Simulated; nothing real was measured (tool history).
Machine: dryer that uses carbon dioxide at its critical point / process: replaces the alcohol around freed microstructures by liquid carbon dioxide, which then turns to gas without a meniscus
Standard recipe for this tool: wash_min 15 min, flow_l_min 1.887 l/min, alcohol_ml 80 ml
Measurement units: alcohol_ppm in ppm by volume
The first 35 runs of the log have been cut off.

Run 36, day 12.471: usual settings but wash_min 18 min. Result: alcohol_ppm 113 ppm by volume.
Run 37, day 12.95: usual settings but wash_min 18 min, flow_l_min 3.03 l/min, alcohol_ml 34 ml. Result: alcohol_ppm 76 ppm by volume.
Run 38, day 13.329: usual settings but flow_l_min 2.1 l/min. Result: alcohol_ppm 140 ppm by volume.
Run 39, day 13.796: usual settings but flow_l_min 2.1 l/min. Result: alcohol_ppm 136 ppm by volume.
Run 40, day 14.038: usual settings but flow_l_min 1.28 l/min. Result: alcohol_ppm 757 ppm by volume.
Run 41, day 14.458: usual settings but flow_l_min 1.85 l/min, alcohol_ml 61 ml. Result: alcohol_ppm 181 ppm by volume.
Run 42, day 14.792: usual settings but wash_min 16 min, flow_l_min 3.17 l/min, alcohol_ml 58 ml. Result: alcohol_ppm 85 ppm by volume.
Run 43, day 15.154: usual settings but wash_min 21 min, flow_l_min 2.26 l/min, alcohol_ml 74 ml. Result: alcohol_ppm 94 ppm by volume.
Run 44, day 15.596: usual settings but wash_min 21 min, flow_l_min 2.26 l/min, alcohol_ml 74 ml. Result: alcohol_ppm 96 ppm by volume.
Run 45, day 15.925: usual settings but wash_min 21 min, flow_l_min 2.26 l/min, alcohol_ml 74 ml. Result: alcohol_ppm 88 ppm by volume.
Run 46, day 16.146: usual settings but wash_min 21 min, flow_l_min 1.24 l/min, alcohol_ml 31 ml. Result: alcohol_ppm 182 ppm by volume.
Run 47, day 16.558: usual settings but wash_min 21 min, flow_l_min 1.24 l/min, alcohol_ml 31 ml. Result: alcohol_ppm 178 ppm by volume.

3 ways to go on from here, each from the tool as it stands after run 47. What would each give?
Run A, day 16.988: usual settings but wash_min 21 min, flow_l_min 2.08 l/min, alcohol_ml 91 ml. Result: alcohol_ppm ?.
Run B, day 16.988: usual settings but wash_min 16 min, flow_l_min 2.39 l/min, alcohol_ml 53 ml. Result: alcohol_ppm ?.
Run C, day 16.988: usual settings but flow_l_min 1.6 l/min. Result: alcohol_ppm ?.

run  alcohol_ppm
  A          103
  B           93
  C          377
The same runs, with their run-to-run variation unchanged, on a tool lacking any hidden condition would have given:
run  alcohol_ppm
  A            7
  B            0
  C          214

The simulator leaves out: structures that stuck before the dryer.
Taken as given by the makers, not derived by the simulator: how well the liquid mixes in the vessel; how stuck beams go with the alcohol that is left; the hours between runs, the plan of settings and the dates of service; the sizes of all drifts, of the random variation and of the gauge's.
